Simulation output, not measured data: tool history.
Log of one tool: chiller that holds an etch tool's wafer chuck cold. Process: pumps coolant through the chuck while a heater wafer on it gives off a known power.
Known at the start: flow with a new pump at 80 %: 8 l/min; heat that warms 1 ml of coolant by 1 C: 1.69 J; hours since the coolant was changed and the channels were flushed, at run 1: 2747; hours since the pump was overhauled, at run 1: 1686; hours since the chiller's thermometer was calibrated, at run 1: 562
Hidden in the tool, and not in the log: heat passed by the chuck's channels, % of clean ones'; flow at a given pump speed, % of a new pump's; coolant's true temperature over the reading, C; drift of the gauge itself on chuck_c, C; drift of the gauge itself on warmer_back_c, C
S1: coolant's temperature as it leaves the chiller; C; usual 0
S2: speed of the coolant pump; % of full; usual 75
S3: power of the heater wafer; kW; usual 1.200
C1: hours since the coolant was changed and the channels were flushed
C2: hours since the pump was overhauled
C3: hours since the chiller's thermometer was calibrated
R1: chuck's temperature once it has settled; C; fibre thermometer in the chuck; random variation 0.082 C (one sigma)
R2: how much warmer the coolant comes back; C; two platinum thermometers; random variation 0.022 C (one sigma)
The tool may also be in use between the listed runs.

{"run": 1, "day": 0.0, "S1": 0, "S2": 75, "S3": 1.2, "C1": 2747, "C2": 1686, "C3": 562, "R1": 10.53, "R2": 5.71}
{"run": 2, "day": 0.875, "S1": 0, "S2": 75, "S3": 1.2, "C1": 2768, "C2": 1707, "C3": 583, "R1": 10.67, "R2": 5.7}
{"run": 3, "day": 2.429, "S1": -1, "S2": 75, "S3": 1.2, "C1": 2805, "C2": 1744, "C3": 620, "R1": 9.55, "R2": 5.68}
{"run": 4, "day": 4.346, "S1": 0, "S2": 90, "S3": 1.2, "C1": 2852, "C2": 1790, "C3": 666, "R1": 9.19, "R2": 4.78}
{"run": 5, "day": 6.162, "S1": 0, "S2": 90, "S3": 1.2, "C1": 2895, "C2": 1834, "C3": 709, "R1": 9.24, "R2": 4.79}
{"run": 6, "day": 7.825, "S1": 0, "S2": 90, "S3": 1.2, "C1": 2935, "C2": 1874, "C3": 749, "R1": 9.2, "R2": 4.77}
{"run": 7, "day": 9.021, "S1": 0, "S2": 75, "S3": 0.694, "C1": 2964, "C2": 1903, "C3": 778, "R1": 6.33, "R2": 3.28}
{"run": 8, "day": 10.925, "S1": 0, "S2": 75, "S3": 0.694, "C1": 3009, "C2": 1948, "C3": 824, "R1": 6.12, "R2": 3.32}
{"run": 9, "day": 11.875, "S1": 0, "S2": 75, "S3": 1.2, "C1": 3032, "C2": 1971, "C3": 847, "R1": 10.57, "R2": 5.71}
{"run": 10, "day": 13.592, "S1": 0, "S2": 60, "S3": 1.2, "C1": 3073, "C2": 2012, "C3": 888, "R1": 13.01, "R2": 7.16}
{"run": 11, "day": 14.471, "S1": 0, "S2": 75, "S3": 1.2, "C1": 3095, "C2": 2033, "C3": 909, "R1": 10.75, "R2": 5.7}
{"run": 12, "day": 15.75, "S1": 0, "S2": 81, "S3": 1.2, "C1": 3125, "C2": 2064, "C3": 940, "R1": 10.07, "R2": 5.31}
{"run": 13, "day": 17.017, "S1": 0, "S2": 81, "S3": 1.2, "C1": 3156, "C2": 2095, "C3": 970, "R1": 10.14, "R2": 5.33}
{"run": 14, "day": 18.688, "S1": 0, "S2": 75, "S3": 1.2, "C1": 3196, "C2": 2135, "C3": 1010, "R1": 10.9, "R2": 5.7}
{"run": 15, "day": 20.167, "S1": 0, "S2": 75, "S3": 1.2, "C1": 3231, "C2": 2170, "C3": 1046, "R1": 10.75, "R2": 5.71}
{"run": 16, "day": 21.233, "S1": 0, "S2": 75, "S3": 1.2, "C1": 3257, "C2": 2196, "C3": 1071, "R1": 10.7, "R2": 5.69}
{"run": 17, "day": 22.767, "S1": 0, "S2": 75, "S3": 1.2, "C1": 3294, "C2": 2233, "C3": 1108, "R1": 10.79, "R2": 5.69}
{"run": 18, "day": 24.221, "S1": 1, "S2": 70, "S3": 1.533, "C1": 3329, "C2": 2267, "C3": 1143, "R1": 15.49, "R2": 7.85}
{"run": 19, "day": 25.238, "S1": 1, "S2": 70, "S3": 1.533, "C1": 3353, "C2": 2292, "C3": 1167, "R1": 15.66, "R2": 7.84}
{"run": 20, "day": 26.458, "S1": -9, "S2": 75, "S3": 1.529, "C1": 3382, "C2": 2321, "C3": 1197, "R1": 4.72, "R2": 7.28}
{"run": 21, "day": 28.083, "S1": -9, "S2": 75, "S3": 1.529, "C1": 3421, "C2": 2360, "C3": 1236, "R1": 4.83, "R2": 7.29}

The next listed run, before its measurement:
{"run": 22, "day": 29.708, "S1": 2, "S2": 75, "S3": 1.377, "C1": 3460, "C2": 2399, "C3": 1275, "R1": "?", "R2": "?"}

Run 22 gave R1 14.30 C, R2 6.59 C.
Without the tool's hidden state the same run would have given R1 13.74 C, R2 6.53 C.
